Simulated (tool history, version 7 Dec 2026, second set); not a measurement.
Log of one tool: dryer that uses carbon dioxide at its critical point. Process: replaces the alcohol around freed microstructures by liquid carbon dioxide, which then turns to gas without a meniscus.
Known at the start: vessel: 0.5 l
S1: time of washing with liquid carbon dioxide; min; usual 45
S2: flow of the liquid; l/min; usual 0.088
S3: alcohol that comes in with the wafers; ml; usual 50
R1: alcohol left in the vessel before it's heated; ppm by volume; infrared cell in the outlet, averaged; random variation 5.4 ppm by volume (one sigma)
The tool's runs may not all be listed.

Run 1, day 0: usual settings. Result: R1 194 ppm by volume.
Run 2, day 1.675: usual settings. Result: R1 205 ppm by volume.
Run 3, day 2.688: usual settings. Result: R1 211 ppm by volume.
Run 4, day 3.983: usual settings. Result: R1 220 ppm by volume.
Run 5, day 5.654: usual settings. Result: R1 220 ppm by volume.
Run 6, day 6.967: usual settings but S1 56 min. Result: R1 95 ppm by volume.
Run 7, day 8.875: usual settings but S1 56 min. Result: R1 93 ppm by volume.
Run 8, day 10.5: usual settings. Result: R1 256 ppm by volume.
Run 9, day 12.746: usual settings but S3 83 ml. Result: R1 392 ppm by volume.
Run 10, day 14.367: usual settings but S3 83 ml. Result: R1 407 ppm by volume.
Run 11, day 15.775: usual settings. Result: R1 277 ppm by volume.
Run 12, day 17.983: usual settings. Result: R1 285 ppm by volume.
Run 13, day 20.221: usual settings but S1 61 min. Result: R1 104 ppm by volume.
Run 14, day 22.2: usual settings but S1 61 min. Result: R1 101 ppm by volume.
Run 15, day 24.433: usual settings but S1 61 min. Result: R1 111 ppm by volume.
Run 16, day 25.704: usual settings but S1 61 min. Result: R1 109 ppm by volume.
Run 17, day 27.642: usual settings but S1 43 min. Result: R1 422 ppm by volume.
Run 18, day 28.804: usual settings but S1 34 min, S2 0.1354 l/min, S3 107 ml. Result: R1 273 ppm by volume.
Run 19, day 30.329: usual settings but S1 34 min, S2 0.1354 l/min, S3 107 ml. Result: R1 276 ppm by volume.
Run 20, day 32.35: usual settings but S3 34 ml. Result: R1 281 ppm by volume.
Run 21, day 34.417: usual settings but S1 51 min, S3 25 ml. Result: R1 163 ppm by volume.
Run 22, day 36.233: usual settings but S1 33 min, S3 46 ml. Result: R1 1382 ppm by volume.
Run 23, day 38.158: usual settings but S1 33 min, S2 0.0554 l/min, S3 46 ml. Result: R1 6809 ppm by volume.
Run 24, day 40.658: usual settings but S1 33 min, S2 0.0554 l/min, S3 46 ml. Result: R1 6608 ppm by volume.
Run 25, day 42.692: usual settings but S1 33 min, S2 0.0962 l/min, S3 46 ml. Result: R1 1013 ppm by volume.
Run 26, day 44.129: usual settings but S1 38 min, S2 0.0749 l/min, S3 60 ml. Result: R1 2139 ppm by volume.
At day 45.3: inlet filter changed.
Run 27, day 45.704: usual settings but S1 69 min, S2 0.0749 l/min, S3 73 ml. Result: R1 141 ppm by volume.

Forecast run 28:
Run 28, day 47.954: usual settings but S1 69 min, S2 0.0749 l/min, S3 73 ml. Result: R1 ?.

Run 28 gave R1 152 ppm by volume.
Without the tool's hidden state the same run would have given R1 32 ppm by volume.

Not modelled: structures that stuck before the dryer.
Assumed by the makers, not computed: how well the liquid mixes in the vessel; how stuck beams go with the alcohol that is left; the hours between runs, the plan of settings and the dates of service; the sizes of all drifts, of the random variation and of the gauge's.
